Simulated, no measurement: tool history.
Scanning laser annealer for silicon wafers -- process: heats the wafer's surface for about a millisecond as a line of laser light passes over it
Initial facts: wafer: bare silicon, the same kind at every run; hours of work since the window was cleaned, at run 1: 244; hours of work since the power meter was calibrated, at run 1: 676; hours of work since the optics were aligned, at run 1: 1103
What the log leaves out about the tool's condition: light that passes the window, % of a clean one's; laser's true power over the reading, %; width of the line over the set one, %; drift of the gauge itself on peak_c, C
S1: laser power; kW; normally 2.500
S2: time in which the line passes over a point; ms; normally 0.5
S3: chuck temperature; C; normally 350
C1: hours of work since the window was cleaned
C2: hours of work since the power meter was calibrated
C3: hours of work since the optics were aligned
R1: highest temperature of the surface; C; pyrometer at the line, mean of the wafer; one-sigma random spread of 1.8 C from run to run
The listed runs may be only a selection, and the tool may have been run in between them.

Run 1, hour 0.0: usual settings; C1 244; C2 676; C3 1103. Result: R1 1062 C.
Run 2, hour 22.4: usual settings; C1 261; C2 693; C3 1120. Result: R1 1062 C.
Run 3, hour 32.5: usual settings; C1 268; C2 700; C3 1127. Result: R1 1059 C.
Run 4, hour 50.8: usual settings; C1 282; C2 714; C3 1141. Result: R1 1062 C.
Run 5, hour 62.6: usual settings; C1 291; C2 722; C3 1149. Result: R1 1063 C.
Run 6, hour 84.2: usual settings but S3 323 C; C1 307; C2 738; C3 1165. Result: R1 1034 C.
Run 7, hour 105.2: usual settings; C1 322; C2 754; C3 1181. Result: R1 1059 C.
Run 8, hour 121.9: usual settings but S1 2.618 kW; C1 334; C2 766; C3 1193. Result: R1 1097 C.

The next listed run, before its measurement:
Run 9, hour 145.5: usual settings but S1 2.618 kW; C1 352; C2 784; C3 1211. Result: R1 ?.

R1: 1101 C
Had the tool carried no hidden state, the very same run would have given R1 1102 C.

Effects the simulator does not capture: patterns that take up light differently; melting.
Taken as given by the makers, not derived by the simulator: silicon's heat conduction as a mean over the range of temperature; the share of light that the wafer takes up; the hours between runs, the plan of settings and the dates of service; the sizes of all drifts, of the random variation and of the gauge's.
